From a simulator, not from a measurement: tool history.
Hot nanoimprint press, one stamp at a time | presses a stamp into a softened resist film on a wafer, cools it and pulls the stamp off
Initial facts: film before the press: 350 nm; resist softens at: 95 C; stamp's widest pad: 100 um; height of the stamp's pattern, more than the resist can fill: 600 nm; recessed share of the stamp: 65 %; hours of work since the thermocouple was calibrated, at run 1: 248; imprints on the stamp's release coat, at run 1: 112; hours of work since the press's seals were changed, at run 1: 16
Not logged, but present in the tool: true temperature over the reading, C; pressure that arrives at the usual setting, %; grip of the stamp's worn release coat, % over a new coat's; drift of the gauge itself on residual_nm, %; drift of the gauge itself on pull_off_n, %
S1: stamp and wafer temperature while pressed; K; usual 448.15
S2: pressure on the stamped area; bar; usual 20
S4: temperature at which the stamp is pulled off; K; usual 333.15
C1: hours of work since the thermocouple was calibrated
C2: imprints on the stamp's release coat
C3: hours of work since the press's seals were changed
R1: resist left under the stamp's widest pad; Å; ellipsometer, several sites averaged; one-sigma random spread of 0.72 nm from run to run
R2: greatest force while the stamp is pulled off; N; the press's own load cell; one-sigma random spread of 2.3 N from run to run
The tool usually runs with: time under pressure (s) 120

Run 1, hour 0: usual settings; C1 248; C2 112; C3 16. Result: R1 2126 Å, R2 111 N.
Run 2, hour 28.8: usual settings but time under pressure (s) 160; C1 262; C2 213; C3 30. Result: R1 1935 Å, R2 113 N.
Run 3, hour 56.3: usual settings but time under pressure (s) 160; C1 275; C2 310; C3 43. Result: R1 1943 Å, R2 112 N.
Run 4, hour 79.2: usual settings but time under pressure (s) 160; C1 287; C2 390; C3 54. Result: R1 1939 Å, R2 113 N.
Run 5, hour 114: usual settings but time under pressure (s) 160; C1 304; C2 512; C3 71. Result: R1 1929 Å, R2 118 N.
Run 6, hour 145.8: usual settings; C1 319; C2 623; C3 87. Result: R1 2126 Å, R2 120 N.
Run 7, hour 162.1: usual settings but S4 341.15 K; C1 327; C2 680; C3 94. Result: R1 2133 Å, R2 102 N.
Run 8, hour 186.7: usual settings but S4 341.15 K; C1 339; C2 767; C3 106. Result: R1 2129 Å, R2 99 N.
Run 9, hour 211.5: usual settings but S4 319.15 K; C1 351; C2 853; C3 118. Result: R1 2140 Å, R2 168 N.
Run 10, hour 229.9: usual settings but time under pressure (s) 89, S4 319.15 K; C1 360; C2 918; C3 127. Result: R1 2336 Å, R2 162 N.
Run 11, hour 257.6: usual settings but S1 454.15 K, time under pressure (s) 89, S4 319.15 K; C1 373; C2 1015; C3 141. Result: R1 1890 Å, R2 167 N.
Run 12, hour 289.8: usual settings but S1 454.15 K, time under pressure (s) 105, S4 319.15 K; C1 389; C2 1128; C3 156. Result: R1 1801 Å, R2 171 N.
At hour 300.8: plate thermocouple calibrated.
Run 13, hour 308.2: usual settings but S1 454.15 K, time under pressure (s) 105, S4 319.15 K; C1 4; C2 1182; C3 164. Result: R1 1713 Å, R2 167 N.
Run 14, hour 335.3: usual settings but S2 14.6 bar; C1 17; C2 1277; C3 177. Result: R1 2282 Å, R2 128 N.
Run 15, hour 358.3: usual settings but S4 319.15 K; C1 28; C2 1357; C3 188. Result: R1 2090 Å, R2 165 N.
At hour 381.5: stamp cleaned and given a new release coat.
Run 16, hour 387.7: usual settings but S4 319.15 K; C1 39; C2 21; C3 200. Result: R1 2090 Å, R2 140 N.
Run 17, hour 419.1: usual settings but S4 319.15 K; C1 55; C2 131; C3 215. Result: R1 2084 Å, R2 146 N.
Run 18, hour 448.9: usual settings but S1 447.15 K, S2 13.9 bar, time under pressure (s) 66, S4 324.15 K; C1 69; C2 236; C3 229. Result: R1 2745 Å, R2 133 N.
Run 19, hour 475.5: usual settings but S1 441.15 K, S2 14.4 bar, time under pressure (s) 131, S4 339.15 K; C1 82; C2 329; C3 242. Result: R1 2737 Å, R2 96 N.
Run 20, hour 503.2: usual settings but S1 441.15 K, S2 14.2 bar; C1 95; C2 426; C3 256. Result: R1 2801 Å, R2 110 N.
Run 21, hour 525.5: usual settings but S2 14.6 bar; C1 106; C2 504; C3 267. Result: R1 2304 Å, R2 111 N.
Run 22, hour 551.5: usual settings but S1 439.15 K, time under pressure (s) 220, S4 326.15 K; C1 119; C2 595; C3 279. Result: R1 2425 Å, R2 137 N.
Run 23, hour 584: usual settings but S1 439.15 K, time under pressure (s) 220, S4 326.15 K; C1 135; C2 709; C3 295. Result: R1 2421 Å, R2 139 N.
Run 24, hour 609.2: usual settings but S1 439.15 K, S2 25.9 bar, time under pressure (s) 123, S4 338.15 K; C1 147; C2 798; C3 307. Result: R1 2629 Å, R2 106 N.
Run 25, hour 625: usual settings but S2 22.4 bar; C1 155; C2 853; C3 315. Result: R1 2031 Å, R2 123 N.
Run 26, hour 643.9: usual settings but S2 14.2 bar, time under pressure (s) 217; C1 164; C2 919; C3 324. Result: R1 1952 Å, R2 126 N.
Run 27, hour 676.3: usual settings but S1 440.15 K, S2 14.2 bar, time under pressure (s) 119; C1 180; C2 1033; C3 340. Result: R1 2897 Å, R2 124 N.
Run 28, hour 697.8: usual settings but S1 443.15 K, S2 14.5 bar, time under pressure (s) 129; C1 190; C2 1108; C3 350. Result: R1 2662 Å, R2 126 N.
Run 29, hour 727.4: usual settings but S1 443.15 K, S2 14.5 bar, time under pressure (s) 81, S4 329.15 K; C1 204; C2 1212; C3 365. Result: R1 2889 Å, R2 138 N.
Run 30, hour 749.4: usual settings but S1 441.15 K, S4 332.15 K; C1 215; C2 1289; C3 375. Result: R1 2652 Å, R2 134 N.
Run 31, hour 785.3: usual settings but S1 452.15 K, S4 331.15 K; C1 232; C2 1415; C3 393. Result: R1 1816 Å, R2 141 N.

Some steps in R1, run to run, broken into two amounts with sign: the step expected even without the hidden condition (settings, incoming material, random variation), and the rest, left for the hidden condition together with whatever gauge scatter is not in both the measured and the hidden-condition-free result:
Run 12 -> 13: plate thermocouple calibrated. R1 -88 Å: hidden state -69, all else -19.
Run 17 -> 18: S1 448.15 -> 447.15, S2 20 -> 13.9, time under pressure (s) 120 -> 66, S4 319.15 -> 324.15. R1 +661 Å: hidden state -1, all else +662.
Run 21 -> 22: S1 448.15 -> 439.15, S2 14.6 -> 20, time under pressure (s) 120 -> 220, S4 333.15 -> 326.15. R1 +121 Å: hidden state +6, all else +115.
Run 26 -> 27: S1 448.15 -> 440.15, time under pressure (s) 217 -> 119. R1 +945 Å: hidden state -3, all else +948.
Run 29 -> 30: S1 443.15 -> 441.15, S2 14.5 -> 20, time under pressure (s) 81 -> 120, S4 329.15 -> 332.15. R1 -237 Å: hidden state +12, all else -249.
Run 30 -> 31: S1 441.15 -> 452.15, S4 332.15 -> 331.15. R1 -836 Å: hidden state +6, all else -842.
